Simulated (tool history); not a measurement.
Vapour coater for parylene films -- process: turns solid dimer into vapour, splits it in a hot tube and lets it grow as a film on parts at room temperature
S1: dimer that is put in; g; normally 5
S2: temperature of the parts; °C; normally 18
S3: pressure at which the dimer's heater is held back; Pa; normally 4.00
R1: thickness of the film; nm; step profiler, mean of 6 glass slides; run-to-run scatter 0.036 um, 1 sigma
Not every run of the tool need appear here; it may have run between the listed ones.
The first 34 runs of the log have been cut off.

| run | day | S1 | S2 | S3 | R1 |
|---|---|---|---|---|---|
| 35 | 60.538 | 2 | 20 | 3.31 | 1420 |
| 36 | 62.454 | 2 | 20 | 3.31 | 1390 |
| 37 | 63.467 | 2 | 20 | 3.31 | 1420 |
| 38 | 65.683 | 7 | 21 | 3.93 | 4800 |
| 39 | 67.617 | 7 | 23 | 11.37 | 3910 |
| 40 | 69.225 | 7 | 23 | 11.37 | 3890 |
| 41 | 70.729 | 7 | 11 | 4.29 | 5470 |
| 42 | 71.742 | 3 | 13 | 4.29 | 2290 |
| 43 | 74.104 | 7 | 18 | 7.54 | 4440 |

What if the next run were any one of these 3? Each begins from the tool's condition after run 43:
| A | 75.958 | 5 | 23 | 4.00 | ? |
| B | 75.958 | 5 | 16 | 4.00 | ? |
| C | 75.958 | 7 | 18 | 9.55 | ? |

| run | R1 |
|---|---|
| A | 3180 |
| B | 3610 |
| C | 4240 |
Without the tool's hidden state the same runs would have given:
| run | R1 |
|---|---|
| A | 3480 |
| B | 3960 |
| C | 4640 |
